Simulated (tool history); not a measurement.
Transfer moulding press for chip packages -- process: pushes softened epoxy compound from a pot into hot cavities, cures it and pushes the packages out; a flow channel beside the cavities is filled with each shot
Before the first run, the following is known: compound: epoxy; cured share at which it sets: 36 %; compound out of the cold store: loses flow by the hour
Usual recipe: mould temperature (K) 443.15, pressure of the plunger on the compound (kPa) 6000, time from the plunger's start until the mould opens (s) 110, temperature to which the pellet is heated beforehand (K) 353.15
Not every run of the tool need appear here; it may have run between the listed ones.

run   hour  mould temperature (K)  pressure of the plunger on the compound (kPa)  time from the plunger's start until the mould opens (s)  temperature to which the pellet is heated beforehand (K)  incoming compound's hours out of the cold store  length that the compound runs in the flow channel (mm)  greatest force on the pins that push the packages out (N)
  1      0                 443.15                                           6000                                                      110                                                    353.15                                               31                                                     683                                                        721
      11.8  -- cavities cleaned with cleaning compound and waxed
  2   23.2                 443.15                                           6000                                                      110                                                    353.15                                             32.3                                                     667                                                        568
      27.6  -- plunger's sealing rings changed
  3   42.5                 443.15                                           6000                                                      110                                                    353.15                                             16.9                                                     788                                                        683
  4   64.9                 443.15                                           6000                                                      110                                                    353.15                                             36.5                                                     737                                                        705
        76  -- cavities cleaned with cleaning compound and waxed
  5   86.4                 443.15                                           6000                                                      110                                                    353.15                                             42.8                                                     722                                                        503
  6  108.8                 443.15                                           6000                                                      110                                                    353.15                                             12.9                                                     796                                                        704
     138.1  -- cavities cleaned with cleaning compound and waxed
  7  143.6                 443.15                                           6000                                                      110                                                    353.15                                             26.8                                                     743                                                        522
  8  174.6                 443.15                                           4840                                                      110                                                    353.15                                             10.9                                                     709                                                        699
     199.2  -- cavities cleaned with cleaning compound and waxed
  9  205.1                 443.15                                           4840                                                      110                                                    353.15                                             35.7                                                     639                                                        503
 10    229                 443.15                                           4840                                                      110                                                    353.15                                             29.8                                                     655                                                        676
 11  252.5                 443.15                                           4840                                                      110                                                    353.15                                             13.6                                                     693                                                        752
     262.1  -- cavities cleaned with cleaning compound and waxed
 12  277.9                 443.15                                           4840                                                      110                                                    352.15                                             24.6                                                     659                                                        612
 13  309.2                 443.15                                           4840                                                      110                                                    352.15                                              9.2                                                     695                                                        748
     324.4  -- cavities cleaned with cleaning compound and waxed
 14    337                 443.15                                           4840                                                      110                                                    352.15                                             36.8                                                     628                                                        533
 15  362.9                 444.15                                           5950                                                      110                                                    353.15                                               26                                                     711                                                        667
     387.2  -- cavities cleaned with cleaning compound and waxed
 16  387.2                 444.15                                           5950                                                      123                                                    351.15                                             38.8                                                     673                                                        387
 17  414.6                 445.15                                           6510                                                       96                                                    362.15                                             17.9                                                     764                                                        735
 18  439.9                 445.15                                           6510                                                       96                                                    362.15                                             22.8                                                     737                                                        823
     449.2  -- cavities cleaned with cleaning compound and waxed
 19  463.9                 445.15                                           6510                                                       96                                                    362.15                                               46                                                     675                                                        607
 20  484.1                 445.15                                           6510                                                       96                                                    362.15                                             12.5                                                     759                                                        767
 21  506.9                 445.15                                           6790                                                      130                                                    362.15                                             31.8                                                     723                                                        573
       511  -- cavities cleaned with cleaning compound and waxed
 22  530.1                 448.15                                           5520                                                      133                                                    347.15                                             39.3                                                     629                                                        469
 23  552.5                 448.15                                           5520                                                      101                                                    360.15                                             38.1                                                     625                                                        610
 24  566.2                 443.15                                           5320                                                      131                                                    349.15                                             12.2                                                     678                                                        592
     573.5  -- cavities cleaned with cleaning compound and waxed
 25  582.8                 443.15                                           5320                                                      131                                                    349.15                                             23.3                                                     658                                                        439
 26  600.2                 443.15                                           6000                                                      123                                                    353.15                                             45.2                                                     646                                                        543
     608.3  -- plunger's sealing rings changed
 27  632.8                 447.15                                           5980                                                      106                                                    353.15                                               27                                                     748                                                        645

Below are 3 alternative next runs, each starting from the tool's condition after run 27. Predict each:
     639.2  -- cavities cleaned with cleaning compound and waxed
  A  663.6                 439.15                                           5040                                                      106                                                    353.15                                             20.9                                                       ?                                                          ?
     639.2  -- cavities cleaned with cleaning compound and waxed
  B  663.6                 447.15                                           5980                                                      106                                                    346.15                                             38.1                                                       ?                                                          ?
     639.2  -- cavities cleaned with cleaning compound and waxed
  C  663.6                 445.15                                           7010                                                      100                                                    353.15                                             40.7                                                       ?                                                          ?

run  length that the compound runs in the flow channel (mm)  greatest force on the pins that push the packages out (N)
  A                                                     722                                                        842
  B                                                     728                                                        552
  C                                                     775                                                        640
Without the tool's unlogged condition, the same runs would have read:
run  length that the compound runs in the flow channel (mm)  greatest force on the pins that push the packages out (N)
  A                                                     734                                                        668
  B                                                     739                                                        410
  C                                                     787                                                        493

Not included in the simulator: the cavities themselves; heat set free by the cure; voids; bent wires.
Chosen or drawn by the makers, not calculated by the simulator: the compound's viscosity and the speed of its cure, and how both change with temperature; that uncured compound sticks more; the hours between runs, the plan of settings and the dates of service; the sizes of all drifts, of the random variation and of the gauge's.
